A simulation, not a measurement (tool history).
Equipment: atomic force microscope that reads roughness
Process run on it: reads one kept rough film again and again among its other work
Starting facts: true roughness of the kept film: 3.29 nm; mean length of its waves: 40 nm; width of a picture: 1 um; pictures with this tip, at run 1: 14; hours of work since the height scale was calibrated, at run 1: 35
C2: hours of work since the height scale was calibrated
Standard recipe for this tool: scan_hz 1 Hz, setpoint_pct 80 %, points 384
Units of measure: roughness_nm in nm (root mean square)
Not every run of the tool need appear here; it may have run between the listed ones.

{"run": 1, "hour": 0.0, "scan_hz": 1, "setpoint_pct": 80, "points": 384, "pictures with this tip": 14, "C2": 35, "roughness_nm": 2.737}
{"run": 2, "hour": 14.2, "scan_hz": 1, "setpoint_pct": 80, "points": 384, "pictures with this tip": 31, "C2": 43, "roughness_nm": 2.617}
{"run": 3, "hour": 31.3, "scan_hz": 1, "setpoint_pct": 80, "points": 485, "pictures with this tip": 51, "C2": 52, "roughness_nm": 2.528}
{"hour": 44.3, "done": "new tip fitted"}
{"run": 4, "hour": 51.9, "scan_hz": 1, "setpoint_pct": 80, "points": 384, "pictures with this tip": 9, "C2": 63, "roughness_nm": 2.748}
{"run": 5, "hour": 64.4, "scan_hz": 1, "setpoint_pct": 80, "points": 384, "pictures with this tip": 24, "C2": 70, "roughness_nm": 2.651}
{"run": 6, "hour": 76.6, "scan_hz": 1, "setpoint_pct": 80, "points": 384, "pictures with this tip": 39, "C2": 77, "roughness_nm": 2.539}
{"run": 7, "hour": 94.4, "scan_hz": 1.57, "setpoint_pct": 80, "points": 384, "pictures with this tip": 61, "C2": 86, "roughness_nm": 2.285}
{"hour": 98.2, "done": "new tip fitted"}
{"run": 8, "hour": 104.9, "scan_hz": 1.57, "setpoint_pct": 80, "points": 384, "pictures with this tip": 8, "C2": 92, "roughness_nm": 2.654}
{"run": 9, "hour": 117.4, "scan_hz": 1, "setpoint_pct": 80, "points": 384, "pictures with this tip": 23, "C2": 99, "roughness_nm": 2.687}
{"run": 10, "hour": 134.5, "scan_hz": 1, "setpoint_pct": 80, "points": 384, "pictures with this tip": 43, "C2": 108, "roughness_nm": 2.574}
{"hour": 154.1, "done": "new tip fitted"}
{"run": 11, "hour": 156.0, "scan_hz": 1, "setpoint_pct": 80, "points": 384, "pictures with this tip": 2, "C2": 120, "roughness_nm": 2.83}
{"run": 12, "hour": 170.6, "scan_hz": 1, "setpoint_pct": 80, "points": 364, "pictures with this tip": 20, "C2": 128, "roughness_nm": 2.689}
{"run": 13, "hour": 182.8, "scan_hz": 1, "setpoint_pct": 80, "points": 384, "pictures with this tip": 35, "C2": 134, "roughness_nm": 2.584}
{"run": 14, "hour": 200.5, "scan_hz": 1, "setpoint_pct": 80, "points": 384, "pictures with this tip": 56, "C2": 144, "roughness_nm": 2.451}
{"hour": 208.4, "done": "new tip fitted"}
{"run": 15, "hour": 211.1, "scan_hz": 1.45, "setpoint_pct": 80, "points": 384, "pictures with this tip": 3, "C2": 149, "roughness_nm": 2.719}
{"hour": 213.8, "done": "height scale calibrated on a step standard"}
{"run": 16, "hour": 222.7, "scan_hz": 1.45, "setpoint_pct": 80, "points": 384, "pictures with this tip": 16, "C2": 5, "roughness_nm": 2.649}
{"run": 17, "hour": 238.4, "scan_hz": 1.45, "setpoint_pct": 80, "points": 384, "pictures with this tip": 35, "C2": 14, "roughness_nm": 2.506}
{"run": 18, "hour": 252.9, "scan_hz": 1, "setpoint_pct": 80, "points": 384, "pictures with this tip": 52, "C2": 21, "roughness_nm": 2.481}
{"run": 19, "hour": 261.9, "scan_hz": 1, "setpoint_pct": 80, "points": 384, "pictures with this tip": 63, "C2": 26, "roughness_nm": 2.433}
{"hour": 264.4, "done": "new tip fitted"}
{"run": 20, "hour": 282.6, "scan_hz": 1, "setpoint_pct": 80, "points": 988, "pictures with this tip": 22, "C2": 37, "roughness_nm": 2.688}
{"run": 21, "hour": 304.5, "scan_hz": 1, "setpoint_pct": 80, "points": 629, "pictures with this tip": 49, "C2": 50, "roughness_nm": 2.497}
{"hour": 319.7, "done": "new tip fitted"}
{"run": 22, "hour": 319.7, "scan_hz": 1, "setpoint_pct": 80, "points": 629, "pictures with this tip": 0, "C2": 58, "roughness_nm": 2.843}
{"hour": 339.7, "done": "height scale calibrated on a step standard, once more"}
{"run": 23, "hour": 339.7, "scan_hz": 1, "setpoint_pct": 80, "points": 769, "pictures with this tip": 23, "C2": 0, "roughness_nm": 2.686}
{"run": 24, "hour": 357.0, "scan_hz": 1, "setpoint_pct": 80, "points": 769, "pictures with this tip": 44, "C2": 9, "roughness_nm": 2.54}
{"run": 25, "hour": 371.2, "scan_hz": 1, "setpoint_pct": 80, "points": 769, "pictures with this tip": 61, "C2": 17, "roughness_nm": 2.454}
{"hour": 375.5, "done": "new tip fitted"}
{"run": 26, "hour": 387.0, "scan_hz": 3.48, "setpoint_pct": 80, "points": 324, "pictures with this tip": 14, "C2": 26, "roughness_nm": 2.264}
{"run": 27, "hour": 402.3, "scan_hz": 0.97, "setpoint_pct": 76, "points": 708, "pictures with this tip": 33, "C2": 34, "roughness_nm": 2.673}
{"run": 28, "hour": 423.5, "scan_hz": 1.59, "setpoint_pct": 80, "points": 384, "pictures with this tip": 58, "C2": 46, "roughness_nm": 2.339}
{"hour": 430.2, "done": "new tip fitted"}
{"run": 29, "hour": 441.8, "scan_hz": 1.59, "setpoint_pct": 80, "points": 437, "pictures with this tip": 14, "C2": 55, "roughness_nm": 2.622}
{"run": 30, "hour": 462.9, "scan_hz": 1, "setpoint_pct": 77, "points": 384, "pictures with this tip": 39, "C2": 67, "roughness_nm": 2.616}
{"run": 31, "hour": 482.4, "scan_hz": 1, "setpoint_pct": 77, "points": 384, "pictures with this tip": 62, "C2": 78, "roughness_nm": 2.463}
{"hour": 484.7, "done": "new tip fitted"}
{"run": 32, "hour": 493.4, "scan_hz": 0.87, "setpoint_pct": 63, "points": 384, "pictures with this tip": 10, "C2": 84, "roughness_nm": 2.902}
{"run": 33, "hour": 514.5, "scan_hz": 3.34, "setpoint_pct": 87, "points": 384, "pictures with this tip": 36, "C2": 95, "roughness_nm": 1.979}
{"run": 34, "hour": 534.1, "scan_hz": 3.34, "setpoint_pct": 87, "points": 384, "pictures with this tip": 59, "C2": 106, "roughness_nm": 1.871}
{"hour": 539.9, "done": "new tip fitted"}
{"run": 35, "hour": 548.9, "scan_hz": 0.54, "setpoint_pct": 80, "points": 734, "pictures with this tip": 11, "C2": 114, "roughness_nm": 2.878}
{"run": 36, "hour": 570.6, "scan_hz": 2.21, "setpoint_pct": 84, "points": 696, "pictures with this tip": 37, "C2": 126, "roughness_nm": 2.265}

Predict each of these 5 candidate next runs independently; none follows another, all start after run 36:
{"run": "A", "hour": 580.8, "scan_hz": 2.21, "setpoint_pct": 60, "points": 696, "pictures with this tip": 50, "C2": 131, "roughness_nm": "?"}
{"run": "B", "hour": 580.8, "scan_hz": 1, "setpoint_pct": 80, "points": 686, "pictures with this tip": 50, "C2": 131, "roughness_nm": "?"}
{"run": "C", "hour": 580.8, "scan_hz": 0.97, "setpoint_pct": 56, "points": 808, "pictures with this tip": 50, "C2": 131, "roughness_nm": "?"}
{"run": "D", "hour": 580.8, "scan_hz": 1, "setpoint_pct": 76, "points": 582, "pictures with this tip": 50, "C2": 131, "roughness_nm": "?"}
{"run": "E", "hour": 580.8, "scan_hz": 2.27, "setpoint_pct": 74, "points": 384, "pictures with this tip": 50, "C2": 131, "roughness_nm": "?"}

run=A roughness_nm=2.578
run=B roughness_nm=2.503
run=C roughness_nm=2.687
run=D roughness_nm=2.545
run=E roughness_nm=2.383
Stripped of hidden state, with their random variation kept, the same runs would have yielded:
run=A roughness_nm=2.93
run=B roughness_nm=2.846
run=C roughness_nm=3.055
run=D roughness_nm=2.892
run=E roughness_nm=2.708
